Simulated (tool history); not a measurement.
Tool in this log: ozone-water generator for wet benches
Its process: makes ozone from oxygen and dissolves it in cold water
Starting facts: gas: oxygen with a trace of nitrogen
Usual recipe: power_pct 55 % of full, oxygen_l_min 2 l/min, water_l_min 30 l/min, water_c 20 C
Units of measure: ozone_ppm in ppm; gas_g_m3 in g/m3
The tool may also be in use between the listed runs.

run    hour  power_pct  oxygen_l_min  water_l_min  water_c  ozone_ppm  gas_g_m3
  1       0         55             2           30       20        8.5     215.3
  2    38.9         53             2           30       20        8.3     210.4
  3    87.2         59             2           30       20          9     231.4
  4   135.4         59             2           30       20          9     231.8
  5   162.1         55             2           30       14        8.7     218.7
  6   196.9         55             2           30       20        8.5       217
  7   241.9         55             2           40       20        6.2       221
  8   285.4         55             2           30       14        8.8     221.3
  9   329.6         55             2           30       14        8.6     220.5
 10   380.7         55             2           30       14        8.9     219.9
 11   417.8         55             2           30       20        8.5     219.6
 12   473.5         55             2           30       16        8.5     222.1
 13   502.8         55             2           30       14        8.7     221.7
 14   560.1         55             2           30       14        8.7       223
 15   590.6         55             2           30       14        8.7     221.7
      611.4  -- gauge calibrated
 16   623.1         55             2           30       14        8.8     215.8
 17   679.1         55          1.23           30       14        7.3     281.6
 18   735.5         55           3.1           27       25        9.7     170.7
 19   761.6         55           3.1           27       25        9.9     169.4
 20   807.8         55           3.1           27       25        9.8     170.3
 21   845.8         55           3.1           27       25        9.7       171
 22   869.9         55           3.1           27       25        9.8     169.8
 23   903.2         55          1.01           30       21        6.7     319.1
 24   952.6         55          2.19           32       15        8.1     208.5
 25   989.6         80          2.19           30       15       12.8     298.2
 26  1038.7         55          1.06           35       20          6     316.1
 27  1090.9         50          1.06           35       24        5.5       289
 28  1125.6         55             2           24       18       10.6     218.9
 29  1184.3         55             2           24       18       10.5     222.2
 30  1236.1         41          1.39           28       13        6.4     206.7
 31  1287.6         41          1.39           28       13        6.3     206.2
 32  1345.4         48           3.5           46       28        5.2     143.7

Results for each run, recomputed without the tool's hidden state and with each run's random variation untouched:
Hidden conditions of the tool in this case: yield of the discharge, % of new electrodes'; contactor's efficiency, % of a clean one's; true water temperature over the reading, C; drift of the gauge itself on ozone_ppm, %; drift of the gauge itself on gas_g_m3, %.
run  gas_g_m3
  1     215.3
  2       210
  3     230.4
  4     230.3
  5       217
  6       215
  7     218.5
  8     218.3
  9     217.1
 10       216
 11     215.3
 12     217.2
 13     216.5
 14     217.2
 15     215.6
 16     215.7
 17     280.7
 18     169.7
 19     168.2
 20     168.7
 21     169.1
 22     167.7
 23     314.7
 24     205.1
 25       293
 26     309.8
 27     282.5
 28     213.7
 29     216.3
 30     200.7
 31     199.8
 32     138.9
For ozone_ppm, the value without the hidden state is never more than 0.1 ppm from the measured value.
